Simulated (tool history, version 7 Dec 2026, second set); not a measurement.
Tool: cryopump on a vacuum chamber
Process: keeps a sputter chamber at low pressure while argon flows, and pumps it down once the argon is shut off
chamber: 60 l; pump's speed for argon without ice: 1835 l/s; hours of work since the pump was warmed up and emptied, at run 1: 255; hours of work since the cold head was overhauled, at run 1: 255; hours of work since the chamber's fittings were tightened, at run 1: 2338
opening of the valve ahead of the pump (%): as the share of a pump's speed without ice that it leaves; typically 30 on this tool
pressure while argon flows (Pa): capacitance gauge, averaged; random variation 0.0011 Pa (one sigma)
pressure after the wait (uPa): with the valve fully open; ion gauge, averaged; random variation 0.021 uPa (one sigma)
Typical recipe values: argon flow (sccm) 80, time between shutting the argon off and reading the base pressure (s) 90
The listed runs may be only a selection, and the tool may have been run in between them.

| run | hour | argon flow (sccm) | time between shutting the argon off and reading the base pressure (s) | opening of the valve ahead of the pump (%) | hours of work since the pump was warmed up and emptied | hours of work since the cold head was overhauled | hours of work since the chamber's fittings were tightened | pressure while argon flows (Pa) | pressure after the wait (uPa) |
|---|---|---|---|---|---|---|---|---|---|
| 1 | 0.0 | 80 | 90 | 30 | 255 | 255 | 2338 | 0.2595 | 2.05 |
| 2 | 15.7 | 80 | 90 | 20 | 263 | 263 | 2346 | 0.3860 | 1.96 |
| 3 | 45.5 | 80 | 90 | 20 | 278 | 278 | 2362 | 0.3846 | 2.05 |
| 4 | 61.5 | 80 | 90 | 30 | 287 | 287 | 2370 | 0.2613 | 2.08 |
| 5 | 93.3 | 45 | 90 | 30 | 303 | 303 | 2387 | 0.1498 | 2.09 |
| 6 | 108.0 | 35 | 90 | 30 | 311 | 311 | 2394 | 0.1156 | 2.12 |
| 7 | 125.1 | 35 | 90 | 30 | 320 | 320 | 2403 | 0.1157 | 2.09 |

Estimate the outcome of run 8 from the log above:
| 8 | 159.7 | 35 | 60 | 20 | 338 | 338 | 2421 | ? | ? |

pressure while argon flows (Pa): 0.1719
pressure after the wait (uPa): 2.25
Take away the tool's hidden state, keep the run-to-run variation as it was, and the same run would have given pressure while argon flows (Pa) 0.1629, pressure after the wait (uPa) 0.45.
